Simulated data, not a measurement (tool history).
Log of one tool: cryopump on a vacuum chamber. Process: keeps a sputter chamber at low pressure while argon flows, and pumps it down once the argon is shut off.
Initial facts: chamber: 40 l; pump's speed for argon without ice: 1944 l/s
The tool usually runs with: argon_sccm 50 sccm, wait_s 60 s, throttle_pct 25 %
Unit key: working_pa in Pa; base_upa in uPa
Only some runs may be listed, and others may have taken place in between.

run,hour,argon_sccm,wait_s,throttle_pct,working_pa,base_upa
1,0,50,60,25,0.1762,1.41
2,46.2,50,60,25,0.176,1.36
3,72.6,50,60,25,0.1761,1.44
4,110.1,50,272,25,0.1781,0.6
5,170.1,35,60,25,0.124,1.44
6,224.2,50,60,25,0.1789,1.42
7,284.9,50,60,25,0.1797,1.43
8,329.1,50,60,25,0.1814,1.52
9,387.4,50,60,46,0.1024,1.44
10,429.3,50,60,46,0.103,1.52
11,488.5,50,60,46,0.105,1.49
12,522.6,50,60,25,0.1854,1.5
13,567.6,50,292,25,0.1859,0.73
14,609.6,50,292,25,0.1864,0.79
15,662.1,21,62,25,0.0795,1.6
16,714.4,71,168,25,0.2682,0.99
17,752.9,50,78,25,0.1903,1.39
18,813,26,91,25,0.0987,1.32
# hour 861.7: pump warmed up, emptied and cooled again
19,869.9,26,91,25,0.0903,1.18
20,914.9,30,161,16,0.1624,0.86
21,959.4,90,60,25,0.3177,1.6
22,996.6,90,60,25,0.3175,1.59
# hour 1034.4: leaking fittings of the chamber tightened, without venting
23,1038.8,27,60,37,0.0653,1.19
24,1100.3,98,60,51,0.1748,1.22
25,1137.1,98,60,51,0.1743,1.32
26,1194.4,28,60,25,0.0994,1.29
27,1239.4,28,60,25,0.1002,1.24

5 ways to go on from here, each from the tool as it stands after run 27. What would each give?
A,1267.6,69,52,25,?,?
B,1267.6,28,54,25,?,?
C,1267.6,56,80,59,?,?
D,1267.6,29,60,25,?,?
E,1267.6,50,60,20,?,?

run,working_pa,base_upa
A,0.2484,1.44
B,0.1008,1.41
C,0.0896,1.01
D,0.1051,1.28
E,0.2236,1.24
With no hidden state in the tool, these same runs would have given:
run,working_pa,base_upa
A,0.2401,1.35
B,0.0975,1.32
C,0.0829,0.92
D,0.1017,1.19
E,0.2176,1.15
